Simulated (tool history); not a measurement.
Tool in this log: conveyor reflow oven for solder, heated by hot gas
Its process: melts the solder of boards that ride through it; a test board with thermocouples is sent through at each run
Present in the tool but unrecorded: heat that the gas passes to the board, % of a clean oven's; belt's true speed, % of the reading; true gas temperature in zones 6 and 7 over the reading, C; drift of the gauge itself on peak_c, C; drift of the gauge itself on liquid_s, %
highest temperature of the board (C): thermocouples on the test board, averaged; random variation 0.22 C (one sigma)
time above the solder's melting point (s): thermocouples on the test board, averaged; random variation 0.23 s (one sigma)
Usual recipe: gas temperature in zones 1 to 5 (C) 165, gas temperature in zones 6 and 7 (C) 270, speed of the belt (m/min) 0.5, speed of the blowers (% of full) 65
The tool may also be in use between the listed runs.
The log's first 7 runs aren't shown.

run,day,gas temperature in zones 1 to 5 (C),gas temperature in zones 6 and 7 (C),speed of the belt (m/min),speed of the blowers (% of full),hours of work since the flux was cleaned out,hours of work since the belt drive was overhauled,hours of work since the thermocouples were changed,highest temperature of the board (C),time above the solder's melting point (s)
8,4.708,165,266,0.5,65,198,349,160,245,51.5
9,5.712,165,266,0.5,65,212,363,174,245,51.8
10,6.404,165,266,0.5,65,221,373,183,244.4,51.9
11,7.108,165,266,0.5,65,231,383,193,244.8,51.6
12,8.054,153,266,0.5,65,244,396,207,241.8,45.3
13,8.483,153,266,0.5,65,250,402,212,242,44.7
# day 9.367: flux residue cleaned out of gas plates and filters
14,9.467,157,270,0.5,65,1,413,223,247.7,52
# day 9.721: belt drive overhauled, speed set with a stopwatch
15,10.583,157,270,0.5,65,15,12,237,247.4,52.2
16,11.492,157,270,0.5,65,27,25,249,247.3,51.9
# day 12.421: belt drive overhauled, speed set with a stopwatch, once more
17,12.588,167,270,0.5,84,40,2,262,252.6,60.4
18,13.542,167,270,0.5,84,54,16,276,252.7,60.1
19,14.388,167,270,0.5,84,65,27,287,252.3,60.4
20,15.071,167,270,0.5,84,75,37,297,252.5,60.5
21,15.717,165,270,0.544,89,84,46,306,249.9,52.4
22,16.262,165,270,0.58,88,92,54,313,247.3,46.2
23,17.008,165,270,0.48,70,102,64,324,250.5,60.1
24,17.929,180,270,0.457,64,115,77,337,254.2,72
25,18.421,172,270,0.457,58,122,84,344,251,65.6
26,18.933,160,270,0.553,58,129,91,351,240.3,39.4
27,19.558,165,279,0.429,65,138,100,359,261,76.7
28,20.221,161,279,0.429,67,147,109,369,260.5,75.1
29,20.804,161,266,0.429,67,155,117,377,249.4,65.7
30,21.392,171,272,0.59,76,163,125,385,247,46.1

Here are 5 independent what-if runs from the current tool condition. What would each one return?
A,22.375,171,272,0.59,87,177,139,399,?,?
B,22.375,170,266,0.49,65,177,139,399,?,?
C,22.375,154,282,0.5,65,177,139,399,?,?
D,22.375,165,270,0.5,53,177,139,399,?,?
E,22.375,171,284,0.59,76,177,139,399,?,?

run,highest temperature of the board (C),time above the solder's melting point (s)
A,249,48.6
B,246,55.8
C,255.5,57.4
D,244.2,49.8
E,256.4,53.7
With the hidden condition removed and each run's random variation left untouched, the same runs would have given:
run,highest temperature of the board (C),time above the solder's melting point (s)
A,250.4,49.9
B,247.1,57.1
C,256.9,58.5
D,245.4,51.2
E,258,54.8
